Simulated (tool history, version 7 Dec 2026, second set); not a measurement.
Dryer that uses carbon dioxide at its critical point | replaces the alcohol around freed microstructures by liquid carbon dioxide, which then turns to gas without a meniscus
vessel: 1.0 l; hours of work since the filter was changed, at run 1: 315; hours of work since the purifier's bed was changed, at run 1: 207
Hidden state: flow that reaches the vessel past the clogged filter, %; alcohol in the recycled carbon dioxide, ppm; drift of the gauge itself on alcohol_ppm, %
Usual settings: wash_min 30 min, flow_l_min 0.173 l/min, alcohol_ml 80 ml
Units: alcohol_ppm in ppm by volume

run,hour,wash_min,flow_l_min,alcohol_ml,hours of work since the filter was changed,hours of work since the purifier's bed was changed,alcohol_ppm
1,0.0,30,0.173,80,315,207,1559
# hour 3.3: inlet filter changed
2,17.1,30,0.173,21,8,216,304
3,31.2,30,0.173,21,16,225,319
4,40.8,30,0.173,21,22,230,336
5,52.1,30,0.173,25,29,237,384
6,62.2,30,0.120,25,35,243,1371
7,76.9,30,0.120,25,43,251,1340
8,90.1,30,0.120,25,51,259,1360
9,103.5,30,0.120,25,59,267,1353
10,120.1,30,0.173,80,69,277,1211
11,127.4,30,0.173,80,73,281,1196
12,136.8,21,0.174,87,79,287,4430
13,144.8,24,0.247,31,83,292,287
14,159.8,41,0.211,109,92,300,133
15,171.5,41,0.211,109,99,307,143
16,182.1,30,0.117,31,105,314,1852
17,191.7,30,0.117,31,111,319,1889
18,202.3,30,0.159,63,117,325,1393
19,219.4,25,0.173,23,127,336,759
20,226.7,21,0.122,43,132,340,5480
21,234.4,40,0.184,26,136,344,110
22,246.6,31,0.233,30,143,352,141

4 ways to go on from here, each from the tool as it stands after run 22. What would each give?
A,257.5,26,0.233,65,150,358,?
B,257.5,32,0.173,20,150,358,?
C,257.5,37,0.121,75,150,358,?
D,257.5,37,0.133,30,150,358,?

run,alcohol_ppm
A,568
B,267
C,2126
D,646
Without the tool's hidden state the same runs would have given:
run,alcohol_ppm
A,445
B,197
C,1823
D,530

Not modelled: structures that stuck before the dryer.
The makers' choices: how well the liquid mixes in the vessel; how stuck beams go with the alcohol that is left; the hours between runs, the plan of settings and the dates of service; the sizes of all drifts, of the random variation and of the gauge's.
